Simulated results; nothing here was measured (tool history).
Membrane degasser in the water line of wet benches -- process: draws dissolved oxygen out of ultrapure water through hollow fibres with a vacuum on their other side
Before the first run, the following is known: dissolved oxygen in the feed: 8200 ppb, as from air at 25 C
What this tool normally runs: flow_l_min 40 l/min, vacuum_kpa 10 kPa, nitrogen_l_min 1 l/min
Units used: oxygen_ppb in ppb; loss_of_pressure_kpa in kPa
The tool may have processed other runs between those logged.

{"run": 1, "day": 0.0, "flow_l_min": 40, "vacuum_kpa": 10, "nitrogen_l_min": 1, "oxygen_ppb": 549.7, "loss_of_pressure_kpa": 45.76}
{"run": 2, "day": 5.196, "flow_l_min": 40, "vacuum_kpa": 10, "nitrogen_l_min": 1, "oxygen_ppb": 564, "loss_of_pressure_kpa": 45.52}
{"run": 3, "day": 14.162, "flow_l_min": 40, "vacuum_kpa": 10, "nitrogen_l_min": 1, "oxygen_ppb": 553.6, "loss_of_pressure_kpa": 45.67}
{"run": 4, "day": 23.971, "flow_l_min": 40, "vacuum_kpa": 10, "nitrogen_l_min": 1, "oxygen_ppb": 564.5, "loss_of_pressure_kpa": 45.98}
{"run": 5, "day": 35.358, "flow_l_min": 40, "vacuum_kpa": 10, "nitrogen_l_min": 1, "oxygen_ppb": 561.8, "loss_of_pressure_kpa": 45.8}
{"run": 6, "day": 41.504, "flow_l_min": 40, "vacuum_kpa": 10, "nitrogen_l_min": 1, "oxygen_ppb": 555.2, "loss_of_pressure_kpa": 45.68}
{"run": 7, "day": 52.662, "flow_l_min": 36, "vacuum_kpa": 10, "nitrogen_l_min": 1, "oxygen_ppb": 516.9, "loss_of_pressure_kpa": 41.48}
{"run": 8, "day": 61.708, "flow_l_min": 40, "vacuum_kpa": 10, "nitrogen_l_min": 1, "oxygen_ppb": 555.8, "loss_of_pressure_kpa": 46.27}
{"run": 9, "day": 67.0, "flow_l_min": 40, "vacuum_kpa": 8.1, "nitrogen_l_min": 1, "oxygen_ppb": 423.1, "loss_of_pressure_kpa": 46.07}
{"run": 10, "day": 74.421, "flow_l_min": 40, "vacuum_kpa": 8.1, "nitrogen_l_min": 1, "oxygen_ppb": 422.2, "loss_of_pressure_kpa": 46.07}
{"run": 11, "day": 81.988, "flow_l_min": 40, "vacuum_kpa": 10, "nitrogen_l_min": 1, "oxygen_ppb": 558.6, "loss_of_pressure_kpa": 46.08}
{"run": 12, "day": 90.367, "flow_l_min": 62, "vacuum_kpa": 13.2, "nitrogen_l_min": 1.18, "oxygen_ppb": 1032.9, "loss_of_pressure_kpa": 71.77}
{"run": 13, "day": 100.138, "flow_l_min": 62, "vacuum_kpa": 13.2, "nitrogen_l_min": 1.18, "oxygen_ppb": 1041.2, "loss_of_pressure_kpa": 72.28}
{"run": 14, "day": 111.767, "flow_l_min": 47, "vacuum_kpa": 16.5, "nitrogen_l_min": 0.44, "oxygen_ppb": 1883.4, "loss_of_pressure_kpa": 54.9}
{"run": 15, "day": 118.142, "flow_l_min": 47, "vacuum_kpa": 16.5, "nitrogen_l_min": 0.44, "oxygen_ppb": 1903.3, "loss_of_pressure_kpa": 54.64}
{"run": 16, "day": 124.975, "flow_l_min": 47, "vacuum_kpa": 16.5, "nitrogen_l_min": 0.71, "oxygen_ppb": 1448.1, "loss_of_pressure_kpa": 54.6}
{"run": 17, "day": 136.942, "flow_l_min": 41, "vacuum_kpa": 10.1, "nitrogen_l_min": 1, "oxygen_ppb": 593.9, "loss_of_pressure_kpa": 47.61}
{"run": 18, "day": 147.108, "flow_l_min": 41, "vacuum_kpa": 10.1, "nitrogen_l_min": 1, "oxygen_ppb": 598.1, "loss_of_pressure_kpa": 47.97}
{"run": 19, "day": 155.192, "flow_l_min": 33, "vacuum_kpa": 13.1, "nitrogen_l_min": 1.99, "oxygen_ppb": 389.4, "loss_of_pressure_kpa": 38.43}
{"run": 20, "day": 164.842, "flow_l_min": 33, "vacuum_kpa": 13.1, "nitrogen_l_min": 1.99, "oxygen_ppb": 389.9, "loss_of_pressure_kpa": 38.79}
{"day": 167.596, "done": "vacuum gauge calibrated"}
{"run": 21, "day": 173.942, "flow_l_min": 57, "vacuum_kpa": 12.1, "nitrogen_l_min": 0.64, "oxygen_ppb": 1232.5, "loss_of_pressure_kpa": 67.52}

Consider 3 possible next runs. They are alternatives, not a sequence: every one starts from the tool as it was left by run 21. What does each give?
{"run": "A", "day": 179.029, "flow_l_min": 46, "vacuum_kpa": 17.8, "nitrogen_l_min": 0.84, "oxygen_ppb": "?", "loss_of_pressure_kpa": "?"}
{"run": "B", "day": 179.029, "flow_l_min": 40, "vacuum_kpa": 15.3, "nitrogen_l_min": 1.14, "oxygen_ppb": "?", "loss_of_pressure_kpa": "?"}
{"run": "C", "day": 179.029, "flow_l_min": 57, "vacuum_kpa": 10.9, "nitrogen_l_min": 1.46, "oxygen_ppb": "?", "loss_of_pressure_kpa": "?"}

run=A oxygen_ppb=1334.2 loss_of_pressure_kpa=54.28
run=B oxygen_ppb=827.9 loss_of_pressure_kpa=47.18
run=C oxygen_ppb=663.9 loss_of_pressure_kpa=67.2
With no hidden state in the tool, these same runs would have given:
run=A oxygen_ppb=1320.2 loss_of_pressure_kpa=49.15
run=B oxygen_ppb=814.5 loss_of_pressure_kpa=42.74
run=C oxygen_ppb=629.2 loss_of_pressure_kpa=60.83

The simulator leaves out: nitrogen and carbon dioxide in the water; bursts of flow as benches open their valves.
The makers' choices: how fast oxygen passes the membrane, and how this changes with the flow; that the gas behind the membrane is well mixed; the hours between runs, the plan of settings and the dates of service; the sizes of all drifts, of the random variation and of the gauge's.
